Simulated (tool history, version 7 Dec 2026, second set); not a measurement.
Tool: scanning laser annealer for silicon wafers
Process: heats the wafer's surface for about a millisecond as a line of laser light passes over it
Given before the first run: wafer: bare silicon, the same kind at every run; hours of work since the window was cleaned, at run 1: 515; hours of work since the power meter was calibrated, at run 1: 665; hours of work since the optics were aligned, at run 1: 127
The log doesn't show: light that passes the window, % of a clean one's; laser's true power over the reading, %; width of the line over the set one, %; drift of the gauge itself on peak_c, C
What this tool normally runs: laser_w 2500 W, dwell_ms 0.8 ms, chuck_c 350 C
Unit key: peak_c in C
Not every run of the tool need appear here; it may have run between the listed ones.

run	day	laser_w	dwell_ms	chuck_c	hours of work since the window was cleaned	hours of work since the power meter was calibrated	hours of work since the optics were aligned	peak_c
1	0	2500	0.8	350	515	665	127	1142
2	1.046	2500	0.8	350	534	683	146	1141
3	2.317	2500	0.979	350	556	706	168	1221
4	3.175	2500	0.8	350	571	721	183	1139
5	4.492	2500	0.607	350	595	745	207	1037
6	5.304	2500	0.607	350	609	759	221	1038
7	6.133	2543	0.929	350	624	774	236	1206
8	7.279	2543	0.796	362	644	794	256	1156
9	8.617	2500	0.665	338	668	818	280	1054
10	9.788	2598	0.72	325	688	838	301	1095
11	10.662	2429	0.939	357	704	854	316	1173
12	11.508	2429	0.721	359	719	869	331	1084

Predict each of these 3 candidate next runs independently; none follows another, all start after run 12:
A	12.596	2134	0.902	350	738	888	350	?
B	12.596	2594	0.744	323	738	888	350	?
C	12.596	2723	0.8	350	738	888	350	?

run	peak_c
A	1059
B	1103
C	1191
Without the tool's hidden state the same runs would have given:
run	peak_c
A	1101
B	1148
C	1241

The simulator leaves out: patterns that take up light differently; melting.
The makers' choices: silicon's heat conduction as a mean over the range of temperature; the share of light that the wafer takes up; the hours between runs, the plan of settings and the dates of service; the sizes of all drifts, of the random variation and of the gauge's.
